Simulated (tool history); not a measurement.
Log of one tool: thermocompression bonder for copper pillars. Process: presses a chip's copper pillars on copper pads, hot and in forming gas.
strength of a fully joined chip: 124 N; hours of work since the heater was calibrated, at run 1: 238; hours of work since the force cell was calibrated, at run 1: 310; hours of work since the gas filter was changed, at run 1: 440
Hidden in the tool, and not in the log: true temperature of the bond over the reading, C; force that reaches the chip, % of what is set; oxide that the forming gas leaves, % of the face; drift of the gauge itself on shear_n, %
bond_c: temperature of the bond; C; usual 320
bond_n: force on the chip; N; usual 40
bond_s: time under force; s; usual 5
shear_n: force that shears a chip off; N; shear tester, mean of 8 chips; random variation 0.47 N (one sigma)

run   hour  bond_c  bond_n  bond_s  hours of work since the heater was calibrated  hours of work since the force cell was calibrated  hours of work since the gas filter was changed  shear_n
  1    0.0     320      40       5                                            238                                                310                                             440     87.2
  2    9.5     320      40       5                                            244                                                316                                             446     86.9
  3   26.2     320      40       5                                            255                                                327                                             457     87.1
  4   34.8     320      40       5                                            260                                                333                                             462     87.3
  5   44.0     320      40       5                                            266                                                338                                             468     87.7
  6   58.4     320      40       5                                            276                                                348                                             478     87.9
  7   74.2     320      40       5                                            286                                                358                                             488     87.9
      86.3  -- forming gas filter changed
  8   89.4     320      51       5                                            295                                                368                                               2    101.8
  9  102.3     320      51       5                                            304                                                376                                              10    101.0
 10  112.4     320      51       5                                            310                                                383                                              17    101.6
 11  131.0     320      40       5                                            322                                                395                                              29     89.0
 12  147.2     344      40       5                                            333                                                405                                              40    104.4
 13  159.1     344      40       5                                            341                                                413                                              47    105.6
 14  168.4     320      40       5                                            347                                                419                                              53     88.4
 15  182.1     320      40       5                                            356                                                428                                              62     88.5
 16  199.1     320      40       5                                            367                                                439                                              73     88.8
 17  208.1     320      40       5                                            373                                                445                                              79     88.7
 18  220.8     320      40       5                                            381                                                453                                              88     88.6
 19  229.3     323      24       7                                            387                                                459                                              93     67.8
 20  241.6     317      40       9                                            395                                                467                                             101     99.1
 21  254.3     346      31       6                                            403                                                475                                             109     97.9
 22  264.2     320      29      11                                            409                                                482                                             116     87.7
 23  272.7     320      29      12                                            415                                                487                                             121     89.3
 24  289.2     320      29      12                                            425                                                498                                             132     89.4
 25  305.6     320      29      12                                            436                                                508                                             143     89.2
 26  321.5     320      29       9                                            447                                                519                                             153     84.3
 27  332.5     320      29       9                                            454                                                526                                             160     84.0
     338.0  -- gauge calibrated
 28  345.9     328      40       5                                            462                                                535                                             169     93.6
 29  355.7     319      56       8                                            469                                                541                                             175    112.2

Forecast each of these 5 alternatives for the next run:
  A  372.9     290      34       8                                            480                                                552                                             187        ?
  B  372.9     327      48      13                                            480                                                552                                             187        ?
  C  372.9     349      39       5                                            480                                                552                                             187        ?
  D  372.9     320      44       5                                            480                                                552                                             187        ?
  E  372.9     350      40       3                                            480                                                552                                             187        ?

run  shear_n
  A     62.9
  B    117.0
  C    105.7
  D     93.4
  E     99.7
Without the tool's hidden state the same runs would have given:
run  shear_n
  A     62.9
  B    116.7
  C    105.5
  D     93.3
  E     99.5
